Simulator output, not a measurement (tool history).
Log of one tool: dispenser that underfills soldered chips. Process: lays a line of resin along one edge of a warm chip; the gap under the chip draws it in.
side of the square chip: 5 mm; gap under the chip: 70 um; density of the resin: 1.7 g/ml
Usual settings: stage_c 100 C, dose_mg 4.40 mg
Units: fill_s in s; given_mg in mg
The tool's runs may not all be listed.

Run 1, hour 0.0: usual settings. Result: fill_s 15.6 s, given_mg 3.99 mg.
Run 2, hour 6.2: usual settings. Result: fill_s 19.6 s, given_mg 4.01 mg.
Run 3, hour 12.1: usual settings. Result: fill_s 24.2 s, given_mg 3.90 mg.
At hour 17.3: new syringe of resin.
Run 4, hour 19.9: usual settings. Result: fill_s 16.7 s, given_mg 3.93 mg.
Run 5, hour 27.5: usual settings but dose_mg 5.05 mg. Result: fill_s 21.0 s, given_mg 4.46 mg.
Run 6, hour 33.8: usual settings but dose_mg 5.05 mg. Result: fill_s 26.0 s, given_mg 4.41 mg.
At hour 36.0: new syringe of resin.
Run 7, hour 40.8: usual settings but dose_mg 5.05 mg. Result: fill_s 18.4 s, given_mg 4.38 mg.
Run 8, hour 44.8: usual settings but dose_mg 5.05 mg. Result: fill_s 20.2 s, given_mg 4.44 mg.
Run 9, hour 51.4: usual settings but dose_mg 5.05 mg. Result: fill_s 25.4 s, given_mg 4.37 mg.
At hour 54.5: new syringe of resin.
Run 10, hour 57.8: usual settings but dose_mg 5.05 mg. Result: fill_s 16.8 s, given_mg 4.38 mg.
Run 11, hour 63.8: usual settings. Result: fill_s 21.4 s, given_mg 3.80 mg.
At hour 67.3: dispensing valve cleaned and set on the balance.
Run 12, hour 70.9: usual settings but stage_c 90 C. Result: fill_s 36.5 s, given_mg 4.34 mg.
At hour 74.1: new syringe of resin.
Run 13, hour 77.2: usual settings but stage_c 90 C. Result: fill_s 25.0 s, given_mg 4.35 mg.
Run 14, hour 83.6: usual settings but stage_c 90 C. Result: fill_s 29.9 s, given_mg 4.34 mg.
Run 15, hour 88.9: usual settings but stage_c 90 C. Result: fill_s 35.5 s, given_mg 4.35 mg.
At hour 92.8: new syringe of resin.
Run 16, hour 93.1: usual settings but stage_c 90 C, dose_mg 4.43 mg. Result: fill_s 23.5 s, given_mg 4.35 mg.
Run 17, hour 101.3: usual settings but stage_c 90 C, dose_mg 4.38 mg. Result: fill_s 29.9 s, given_mg 4.28 mg.
Run 18, hour 107.3: usual settings but stage_c 90 C, dose_mg 4.38 mg. Result: fill_s 36.1 s, given_mg 4.24 mg.
At hour 111.5: new syringe of resin.
Run 19, hour 115.8: usual settings but stage_c 101 C, dose_mg 5.03 mg. Result: fill_s 16.6 s, given_mg 4.90 mg.
Run 20, hour 122.8: usual settings but stage_c 95 C, dose_mg 3.84 mg. Result: fill_s 27.8 s, given_mg 3.69 mg.
Run 21, hour 126.9: usual settings but stage_c 101 C, dose_mg 3.82 mg. Result: fill_s 26.2 s, given_mg 3.63 mg.
At hour 130.3: new syringe of resin.
Run 22, hour 134.7: usual settings but stage_c 101 C, dose_mg 3.82 mg. Result: fill_s 17.6 s, given_mg 3.67 mg.
Run 23, hour 138.3: usual settings but stage_c 101 C, dose_mg 3.82 mg. Result: fill_s 19.9 s, given_mg 3.57 mg.
Run 24, hour 142.0: usual settings but dose_mg 5.50 mg. Result: fill_s 23.0 s, given_mg 5.14 mg.
Run 25, hour 148.1: usual settings but dose_mg 5.62 mg. Result: fill_s 26.9 s, given_mg 5.26 mg.
At hour 149.0: new syringe of resin.
Run 26, hour 154.4: usual settings but dose_mg 3.88 mg. Result: fill_s 19.1 s, given_mg 3.71 mg.
Run 27, hour 160.3: usual settings but dose_mg 3.92 mg. Result: fill_s 23.8 s, given_mg 3.69 mg.
Run 28, hour 164.4: usual settings but dose_mg 3.92 mg. Result: fill_s 26.6 s, given_mg 3.67 mg.
At hour 168.0: new syringe of resin.
Run 29, hour 168.8: usual settings but stage_c 113 C, dose_mg 5.13 mg. Result: fill_s 10.1 s, given_mg 4.72 mg.
Run 30, hour 176.6: usual settings but stage_c 101 C, dose_mg 3.90 mg. Result: fill_s 20.8 s, given_mg 3.60 mg.
Run 31, hour 183.4: usual settings but stage_c 101 C, dose_mg 3.90 mg. Result: fill_s 26.3 s, given_mg 3.58 mg.
At hour 186.7: new syringe of resin.
Run 32, hour 188.8: usual settings but stage_c 101 C, dose_mg 3.90 mg. Result: fill_s 16.6 s, given_mg 3.61 mg.
Run 33, hour 195.1: usual settings but stage_c 101 C, dose_mg 3.90 mg. Result: fill_s 20.7 s, given_mg 3.59 mg.
Run 34, hour 200.6: usual settings but stage_c 114 C, dose_mg 4.71 mg. Result: fill_s 14.5 s, given_mg 4.33 mg.
At hour 205.8: new syringe of resin.
Run 35, hour 208.8: usual settings but stage_c 114 C, dose_mg 4.71 mg. Result: fill_s 10.4 s, given_mg 4.25 mg.
Run 36, hour 213.5: usual settings but stage_c 114 C, dose_mg 4.71 mg. Result: fill_s 12.2 s, given_mg 4.22 mg.

The same runs without the tool's hidden state, with the same run-to-run variation:
The hidden state here: resin's viscosity, % of fresh resin's; dose that the valve gives, % of what is set; true chip temperature over the reading, C; drift of the gauge itself on fill_s, %; drift of the gauge itself on given_mg, %.
run  fill_s  given_mg
  1    14.2      4.40
  2    14.7      4.44
  3    15.0      4.35
  4    14.4      4.40
  5    14.4      5.02
  6    14.6      4.99
  7    14.7      4.99
  8    14.0      5.06
  9    14.3      5.01
 10    14.1      5.04
 11    14.7      4.39
 12    21.1      4.37
 13    21.7      4.40
 14    21.2      4.40
 15    21.0      4.43
 16    21.7      4.44
 17    21.3      4.39
 18    21.3      4.37
 19    13.5      5.08
 20    17.8      3.85
 21    15.0      3.79
 22    14.2      3.85
 23    14.3      3.76
 24    15.2      5.42
 25    14.4      5.57
 26    14.5      3.94
 27    15.1      3.94
 28    14.5      3.93
 29     9.3      5.06
 30    14.7      3.89
 31    15.1      3.88
 32    14.3      3.93
 33    14.6      3.92
 34     8.7      4.74
 35     8.9      4.68
 36     8.9      4.67

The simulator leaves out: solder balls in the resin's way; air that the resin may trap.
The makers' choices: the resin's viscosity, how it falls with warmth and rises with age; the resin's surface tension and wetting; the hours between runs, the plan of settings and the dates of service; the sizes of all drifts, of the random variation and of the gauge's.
